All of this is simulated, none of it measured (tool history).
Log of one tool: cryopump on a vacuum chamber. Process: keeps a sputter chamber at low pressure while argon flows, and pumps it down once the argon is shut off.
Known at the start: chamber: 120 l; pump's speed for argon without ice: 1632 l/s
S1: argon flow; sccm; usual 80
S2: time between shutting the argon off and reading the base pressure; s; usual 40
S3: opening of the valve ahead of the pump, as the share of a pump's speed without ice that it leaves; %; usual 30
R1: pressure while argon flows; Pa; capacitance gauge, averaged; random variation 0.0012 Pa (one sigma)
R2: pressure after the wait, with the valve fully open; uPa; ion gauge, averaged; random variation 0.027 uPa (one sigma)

run	hour	S1	S2	S3	R1	R2
1	0.0	80	40	30	0.2915	2.37
2	97.4	40	40	30	0.1485	2.39
# hour 170.9: pump warmed up, emptied and cooled again
3	190.4	40	40	30	0.1384	2.24
4	269.8	40	40	30	0.1396	2.22
5	362.2	40	40	30	0.1402	2.32
6	417.5	80	40	30	0.2808	2.23
7	471.0	80	40	30	0.2812	2.36
8	543.6	80	84	30	0.2808	1.88
9	625.7	80	84	30	0.2825	1.93
10	691.0	80	84	30	0.2858	2.00
11	757.0	80	84	30	0.2851	1.95
12	866.8	80	84	30	0.2883	2.08
# hour 952.7: leaking fittings of the chamber tightened, without venting
13	975.6	80	40	35	0.2489	1.20
14	1066.2	80	40	38	0.2335	1.28
15	1158.6	80	40	38	0.2393	1.31
# hour 1262.6: pump warmed up, emptied and cooled again
16	1263.4	80	232	38	0.2200	0.44
17	1374.4	80	232	38	0.2209	0.50
18	1483.9	80	232	38	0.2220	0.50
19	1580.7	80	26	38	0.2267	1.97
20	1656.4	93	67	52	0.1942	0.97
21	1764.6	93	67	52	0.1946	1.06
22	1874.9	37	40	20	0.1947	1.47
23	1960.1	69	41	28	0.2668	1.53
24	2031.8	58	41	48	0.1348	1.59
25	2117.1	97	33	30	0.3528	1.79
26	2201.0	80	212	28	0.3153	0.87
27	2255.0	37	31	55	0.0778	1.94
28	2340.4	37	31	55	0.0794	1.93
# hour 2352.7: pump warmed up, emptied and cooled again
29	2396.4	96	40	30	0.3347	1.62
30	2460.7	94	35	41	0.2416	1.77
31	2540.2	94	35	41	0.2456	1.81
32	2610.6	60	46	44	0.1450	1.55
33	2717.0	80	67	60	0.1450	1.31
34	2818.8	88	43	53	0.1823	1.68
35	2914.6	40	24	22	0.1950	2.56

3 ways to go on from here, each from the tool as it stands after run 35. What would each give?
A	2998.5	40	111	39	?	?
B	2998.5	40	61	52	?	?
C	2998.5	40	104	41	?	?

run	R1	R2
A	0.1123	1.26
B	0.0856	1.52
C	0.1073	1.25
Without the tool's hidden state the same runs would have given:
run	R1	R2
A	0.1061	0.58
B	0.0794	0.83
C	0.1012	0.55
